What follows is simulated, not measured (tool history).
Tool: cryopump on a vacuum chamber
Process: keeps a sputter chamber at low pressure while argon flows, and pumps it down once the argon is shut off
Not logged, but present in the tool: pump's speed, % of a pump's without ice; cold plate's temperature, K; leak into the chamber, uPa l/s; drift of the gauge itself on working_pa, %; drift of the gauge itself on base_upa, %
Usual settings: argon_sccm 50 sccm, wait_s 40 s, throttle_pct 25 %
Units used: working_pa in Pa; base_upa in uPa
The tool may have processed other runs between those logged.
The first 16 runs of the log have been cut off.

run    hour  argon_sccm  wait_s  throttle_pct  hours of work since the pump was warmed up and emptied  hours of work since the cold head was overhauled  hours of work since the chamber's fittings were tightened  working_pa  base_upa
 17   696.1          50      40            25                                                     231                                               742                                                         60      0.1848         2
 18   747.9          54      40            25                                                     253                                               764                                                         83      0.2018      1.97
 19   803.3          24     104            17                                                     278                                               789                                                        107      0.1314      0.92
 20     844          24     104            17                                                     296                                               807                                                        125      0.1292      0.92
 21   886.7          81      40            25                                                     315                                               826                                                        144      0.3063      2.04
 22   937.3          20      32            17                                                     337                                               848                                                        167      0.1095      2.48
 23   968.1          50     127            42                                                     351                                               862                                                        180      0.1166      0.79
 24  1010.9          26      95            30                                                     370                                               881                                                        199      0.0838      1.02
 25  1047.9          26      95            30                                                     386                                               897                                                        215      0.0844      0.99
 26  1079.2          26      95            30                                                     400                                               911                                                        229      0.0839      1.02
 27  1141.9          26      95            30                                                     427                                               938                                                        257      0.0843      1.01
 28    1199          27      20            33                                                     453                                               964                                                        282      0.0819      3.82
 29  1232.8          27      20            33                                                     468                                               979                                                        297      0.0806      3.88
 30    1290          27      56            33                                                     493                                              1004                                                        322      0.0815      1.55
     1336.2  -- pump warmed up, emptied and cooled again
 31  1358.8          27      56            33                                                      10                                              1032                                                        350      0.0736      1.45
 32    1396          21     156            25                                                      26                                              1048                                                        367      0.0757      0.69
 33    1450          21     156            25                                                      50                                              1072                                                        391      0.0758      0.67

What if the next run were any one of these 4? Each begins from the tool's condition after run 33:
  A  1510.8          50      40            26                                                      77                                              1099                                                        417           ?         ?
  B  1510.8          21      41            49                                                      77                                              1099                                                        417           ?         ?
  C  1510.8          37     156            25                                                      77                                              1099                                                        417           ?         ?
  D  1510.8          50      53            25                                                      77                                              1099                                                        417           ?         ?

run  working_pa  base_upa
  A      0.1771      1.96
  B      0.0404      1.99
  C      0.1352      0.67
  D      0.1824      1.52
The same runs, with their run-to-run variation unchanged, on a tool lacking any hidden condition would have given:
run  working_pa  base_upa
  A      0.1745       1.9
  B      0.0393      1.92
  C      0.1333       0.6
  D      0.1798      1.46

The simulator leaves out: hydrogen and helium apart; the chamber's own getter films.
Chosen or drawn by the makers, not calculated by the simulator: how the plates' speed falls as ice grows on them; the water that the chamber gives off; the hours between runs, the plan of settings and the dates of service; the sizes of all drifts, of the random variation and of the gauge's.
